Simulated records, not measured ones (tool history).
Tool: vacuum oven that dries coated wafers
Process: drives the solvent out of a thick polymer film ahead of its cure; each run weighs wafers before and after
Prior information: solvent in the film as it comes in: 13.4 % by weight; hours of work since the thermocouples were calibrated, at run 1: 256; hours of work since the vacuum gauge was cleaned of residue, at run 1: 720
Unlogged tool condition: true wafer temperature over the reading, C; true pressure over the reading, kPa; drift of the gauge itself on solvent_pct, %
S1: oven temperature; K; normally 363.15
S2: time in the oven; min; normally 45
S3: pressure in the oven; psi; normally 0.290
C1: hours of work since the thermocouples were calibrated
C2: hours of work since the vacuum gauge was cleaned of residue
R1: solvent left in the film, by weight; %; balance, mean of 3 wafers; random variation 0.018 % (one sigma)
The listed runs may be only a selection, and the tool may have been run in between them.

{"run": 1, "hour": 0.0, "S1": 363.15, "S2": 45, "S3": 0.29, "C1": 256, "C2": 720, "R1": 3.59}
{"run": 2, "hour": 22.5, "S1": 363.15, "S2": 45, "S3": 0.29, "C1": 268, "C2": 731, "R1": 3.57}
{"run": 3, "hour": 57.6, "S1": 357.15, "S2": 45, "S3": 0.29, "C1": 285, "C2": 749, "R1": 5.05}
{"run": 4, "hour": 72.8, "S1": 357.15, "S2": 45, "S3": 0.29, "C1": 293, "C2": 756, "R1": 5.03}
{"run": 5, "hour": 104.2, "S1": 357.15, "S2": 48, "S3": 0.29, "C1": 309, "C2": 772, "R1": 4.84}
{"run": 6, "hour": 138.1, "S1": 357.15, "S2": 48, "S3": 0.29, "C1": 326, "C2": 789, "R1": 4.81}
{"run": 7, "hour": 166.9, "S1": 363.15, "S2": 45, "S3": 0.29, "C1": 341, "C2": 804, "R1": 3.61}
{"run": 8, "hour": 199.9, "S1": 363.15, "S2": 45, "S3": 0.245, "C1": 357, "C2": 820, "R1": 3.46}
{"run": 9, "hour": 223.1, "S1": 363.15, "S2": 45, "S3": 0.245, "C1": 369, "C2": 832, "R1": 3.4}
{"run": 10, "hour": 241.5, "S1": 363.15, "S2": 45, "S3": 0.245, "C1": 378, "C2": 841, "R1": 3.43}
{"run": 11, "hour": 267.0, "S1": 363.15, "S2": 45, "S3": 0.245, "C1": 391, "C2": 854, "R1": 3.43}
{"run": 12, "hour": 293.2, "S1": 363.15, "S2": 45, "S3": 0.245, "C1": 404, "C2": 867, "R1": 3.44}
{"run": 13, "hour": 328.4, "S1": 363.15, "S2": 45, "S3": 0.245, "C1": 422, "C2": 885, "R1": 3.49}
{"run": 14, "hour": 345.2, "S1": 363.15, "S2": 45, "S3": 0.245, "C1": 430, "C2": 894, "R1": 3.42}
{"run": 15, "hour": 363.0, "S1": 363.15, "S2": 45, "S3": 0.162, "C1": 439, "C2": 903, "R1": 3.23}
{"run": 16, "hour": 392.4, "S1": 363.15, "S2": 45, "S3": 0.162, "C1": 454, "C2": 918, "R1": 3.2}
{"run": 17, "hour": 415.2, "S1": 363.15, "S2": 57, "S3": 0.29, "C1": 466, "C2": 929, "R1": 2.82}
{"run": 18, "hour": 437.5, "S1": 366.15, "S2": 57, "S3": 0.29, "C1": 477, "C2": 940, "R1": 2.22}
{"run": 19, "hour": 471.0, "S1": 363.15, "S2": 45, "S3": 0.29, "C1": 494, "C2": 957, "R1": 3.57}
{"run": 20, "hour": 488.2, "S1": 363.15, "S2": 45, "S3": 0.276, "C1": 503, "C2": 966, "R1": 3.52}
{"run": 21, "hour": 506.3, "S1": 363.15, "S2": 45, "S3": 0.276, "C1": 512, "C2": 975, "R1": 3.53}
{"run": 22, "hour": 537.6, "S1": 359.15, "S2": 45, "S3": 0.29, "C1": 528, "C2": 991, "R1": 4.55}
{"run": 23, "hour": 563.6, "S1": 363.15, "S2": 45, "S3": 0.29, "C1": 541, "C2": 1004, "R1": 3.55}
{"run": 24, "hour": 590.1, "S1": 363.15, "S2": 45, "S3": 0.29, "C1": 554, "C2": 1017, "R1": 3.57}
{"run": 25, "hour": 605.6, "S1": 354.15, "S2": 52, "S3": 1.04, "C1": 562, "C2": 1025, "R1": 8.0}
{"run": 26, "hour": 633.9, "S1": 372.15, "S2": 45, "S3": 0.29, "C1": 576, "C2": 1039, "R1": 1.82}
{"run": 27, "hour": 658.2, "S1": 351.15, "S2": 45, "S3": 0.29, "C1": 588, "C2": 1052, "R1": 6.55}
{"run": 28, "hour": 677.3, "S1": 351.15, "S2": 45, "S3": 0.29, "C1": 598, "C2": 1061, "R1": 6.54}
{"run": 29, "hour": 694.7, "S1": 360.15, "S2": 35, "S3": 0.885, "C1": 607, "C2": 1070, "R1": 6.88}
{"run": 30, "hour": 723.9, "S1": 354.15, "S2": 28, "S3": 0.744, "C1": 622, "C2": 1085, "R1": 8.52}
{"run": 31, "hour": 743.7, "S1": 351.15, "S2": 72, "S3": 0.779, "C1": 631, "C2": 1095, "R1": 7.04}
{"run": 32, "hour": 776.3, "S1": 351.15, "S2": 72, "S3": 0.779, "C1": 648, "C2": 1111, "R1": 7.0}
{"run": 33, "hour": 798.2, "S1": 351.15, "S2": 72, "S3": 0.779, "C1": 659, "C2": 1122, "R1": 7.09}
{"run": 34, "hour": 815.6, "S1": 363.15, "S2": 61, "S3": 0.29, "C1": 668, "C2": 1131, "R1": 2.56}
{"run": 35, "hour": 838.8, "S1": 363.15, "S2": 27, "S3": 0.6, "C1": 679, "C2": 1143, "R1": 6.21}
{"run": 36, "hour": 855.3, "S1": 363.15, "S2": 34, "S3": 0.6, "C1": 688, "C2": 1151, "R1": 5.38}
{"run": 37, "hour": 878.1, "S1": 376.15, "S2": 62, "S3": 0.254, "C1": 699, "C2": 1163, "R1": 0.8}
{"run": 38, "hour": 895.5, "S1": 376.15, "S2": 62, "S3": 0.254, "C1": 708, "C2": 1171, "R1": 0.81}
{"run": 39, "hour": 925.7, "S1": 356.15, "S2": 62, "S3": 0.206, "C1": 723, "C2": 1187, "R1": 3.84}
{"run": 40, "hour": 942.6, "S1": 356.15, "S2": 62, "S3": 0.206, "C1": 732, "C2": 1195, "R1": 3.83}
{"run": 41, "hour": 960.1, "S1": 376.15, "S2": 30, "S3": 0.206, "C1": 741, "C2": 1204, "R1": 2.03}
{"run": 42, "hour": 984.0, "S1": 365.15, "S2": 45, "S3": 0.29, "C1": 753, "C2": 1216, "R1": 3.11}
{"run": 43, "hour": 1004.1, "S1": 348.15, "S2": 45, "S3": 1.125, "C1": 763, "C2": 1226, "R1": 10.25}
{"run": 44, "hour": 1028.8, "S1": 348.15, "S2": 45, "S3": 1.125, "C1": 775, "C2": 1239, "R1": 10.23}
{"run": 45, "hour": 1047.5, "S1": 363.15, "S2": 44, "S3": 0.748, "C1": 785, "C2": 1248, "R1": 4.98}
{"run": 46, "hour": 1064.7, "S1": 349.15, "S2": 24, "S3": 0.435, "C1": 793, "C2": 1257, "R1": 9.14}
{"run": 47, "hour": 1100.2, "S1": 349.15, "S2": 24, "S3": 0.435, "C1": 811, "C2": 1275, "R1": 9.06}

Predict each of these 4 candidate next runs independently; none follows another, all start after run 47:
{"run": "A", "hour": 1135.6, "S1": 360.15, "S2": 65, "S3": 0.29, "C1": 829, "C2": 1292, "R1": "?"}
{"run": "B", "hour": 1135.6, "S1": 363.15, "S2": 45, "S3": 0.294, "C1": 829, "C2": 1292, "R1": "?"}
{"run": "C", "hour": 1135.6, "S1": 349.15, "S2": 24, "S3": 0.817, "C1": 829, "C2": 1292, "R1": "?"}
{"run": "D", "hour": 1135.6, "S1": 349.15, "S2": 24, "S3": 0.277, "C1": 829, "C2": 1292, "R1": "?"}

run=A R1=3.05
run=B R1=3.61
run=C R1=10.13
run=D R1=8.72
Without the tool's hidden state the same runs would have given:
run=A R1=3.05
run=B R1=3.61
run=C R1=10.13
run=D R1=8.72
